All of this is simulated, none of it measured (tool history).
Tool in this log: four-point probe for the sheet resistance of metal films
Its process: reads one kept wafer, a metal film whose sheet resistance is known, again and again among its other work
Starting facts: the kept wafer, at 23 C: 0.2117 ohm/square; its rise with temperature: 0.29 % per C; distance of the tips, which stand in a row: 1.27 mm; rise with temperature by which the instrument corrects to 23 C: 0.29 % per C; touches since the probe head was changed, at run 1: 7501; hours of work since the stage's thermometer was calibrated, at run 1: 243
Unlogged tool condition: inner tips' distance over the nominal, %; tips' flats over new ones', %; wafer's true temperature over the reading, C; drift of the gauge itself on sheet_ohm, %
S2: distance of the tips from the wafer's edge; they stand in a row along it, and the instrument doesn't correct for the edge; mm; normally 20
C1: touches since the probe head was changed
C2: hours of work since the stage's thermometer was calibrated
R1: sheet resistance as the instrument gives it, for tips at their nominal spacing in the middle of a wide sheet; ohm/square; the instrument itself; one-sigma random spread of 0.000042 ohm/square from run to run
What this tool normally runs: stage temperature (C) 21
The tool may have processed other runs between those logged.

{"run": 1, "day": 0.0, "stage temperature (C)": 21, "S2": 20, "C1": 7501, "C2": 243, "R1": 0.212517}
{"run": 2, "day": 0.879, "stage temperature (C)": 21, "S2": 20, "C1": 7839, "C2": 252, "R1": 0.212572}
{"run": 3, "day": 1.508, "stage temperature (C)": 21, "S2": 20, "C1": 8082, "C2": 258, "R1": 0.212561}
{"run": 4, "day": 2.433, "stage temperature (C)": 21, "S2": 20, "C1": 8437, "C2": 267, "R1": 0.212627}
{"run": 5, "day": 3.217, "stage temperature (C)": 21, "S2": 20, "C1": 8737, "C2": 275, "R1": 0.212706}
{"run": 6, "day": 4.146, "stage temperature (C)": 21, "S2": 20, "C1": 9095, "C2": 285, "R1": 0.212621}
{"run": 7, "day": 4.779, "stage temperature (C)": 21, "S2": 20, "C1": 9339, "C2": 291, "R1": 0.212658}
{"run": 8, "day": 5.5, "stage temperature (C)": 19, "S2": 20, "C1": 9615, "C2": 298, "R1": 0.212713}
{"run": 9, "day": 6.271, "stage temperature (C)": 21, "S2": 17, "C1": 9912, "C2": 306, "R1": 0.21278}
{"run": 10, "day": 6.796, "stage temperature (C)": 21, "S2": 26, "C1": 10113, "C2": 311, "R1": 0.212394}
{"run": 11, "day": 7.325, "stage temperature (C)": 21, "S2": 20, "C1": 10317, "C2": 317, "R1": 0.212694}
{"run": 12, "day": 7.846, "stage temperature (C)": 21, "S2": 11, "C1": 10517, "C2": 322, "R1": 0.213677}
{"run": 13, "day": 8.633, "stage temperature (C)": 21, "S2": 11, "C1": 10821, "C2": 330, "R1": 0.213744}
{"run": 14, "day": 9.604, "stage temperature (C)": 21, "S2": 11, "C1": 11194, "C2": 340, "R1": 0.213813}
{"run": 15, "day": 10.3, "stage temperature (C)": 21, "S2": 11, "C1": 11461, "C2": 347, "R1": 0.213725}
{"run": 16, "day": 11.338, "stage temperature (C)": 21, "S2": 11, "C1": 11860, "C2": 357, "R1": 0.213835}
{"run": 17, "day": 12.462, "stage temperature (C)": 21, "S2": 11, "C1": 12293, "C2": 369, "R1": 0.213763}
{"run": 18, "day": 13.521, "stage temperature (C)": 21, "S2": 20, "C1": 12700, "C2": 379, "R1": 0.21268}
{"run": 19, "day": 14.238, "stage temperature (C)": 21, "S2": 20, "C1": 12975, "C2": 387, "R1": 0.212764}
{"run": 20, "day": 14.758, "stage temperature (C)": 21, "S2": 5, "C1": 13176, "C2": 392, "R1": 0.219396}
{"run": 21, "day": 15.338, "stage temperature (C)": 21, "S2": 5, "C1": 13399, "C2": 398, "R1": 0.21943}
{"run": 22, "day": 16.004, "stage temperature (C)": 21, "S2": 5, "C1": 13654, "C2": 404, "R1": 0.219365}
{"run": 23, "day": 16.908, "stage temperature (C)": 21, "S2": 5, "C1": 14003, "C2": 414, "R1": 0.219461}
{"run": 24, "day": 17.908, "stage temperature (C)": 21, "S2": 5, "C1": 14387, "C2": 424, "R1": 0.219394}
{"run": 25, "day": 18.842, "stage temperature (C)": 24, "S2": 7, "C1": 14745, "C2": 433, "R1": 0.216106}
{"day": 18.921, "done": "stage's thermometer calibrated"}
{"run": 26, "day": 19.75, "stage temperature (C)": 24, "S2": 7, "C1": 15087, "C2": 8, "R1": 0.215976}
{"run": 27, "day": 20.521, "stage temperature (C)": 31, "S2": 6, "C1": 15384, "C2": 16, "R1": 0.217347}
{"day": 20.7, "done": "stage's thermometer calibrated, once more"}
{"run": 28, "day": 21.675, "stage temperature (C)": 30, "S2": 56, "C1": 15819, "C2": 10, "R1": 0.212537}
{"run": 29, "day": 22.246, "stage temperature (C)": 30, "S2": 56, "C1": 16038, "C2": 16, "R1": 0.212577}
{"run": 30, "day": 23.325, "stage temperature (C)": 31, "S2": 34, "C1": 16454, "C2": 26, "R1": 0.212627}
{"run": 31, "day": 23.95, "stage temperature (C)": 20, "S2": 11, "C1": 16694, "C2": 33, "R1": 0.213981}
{"run": 32, "day": 24.525, "stage temperature (C)": 24, "S2": 9, "C1": 16914, "C2": 39, "R1": 0.214776}
{"run": 33, "day": 25.404, "stage temperature (C)": 31, "S2": 9, "C1": 17252, "C2": 47, "R1": 0.214784}

The next listed run, before its measurement:
{"run": 34, "day": 26.5, "stage temperature (C)": 31, "S2": 8, "C1": 17674, "C2": 58, "R1": "?"}

{"run 34": {"R1": 0.215369}}
Minus the tool's unlogged condition, the same run would have read R1 0.214538 ohm/square.
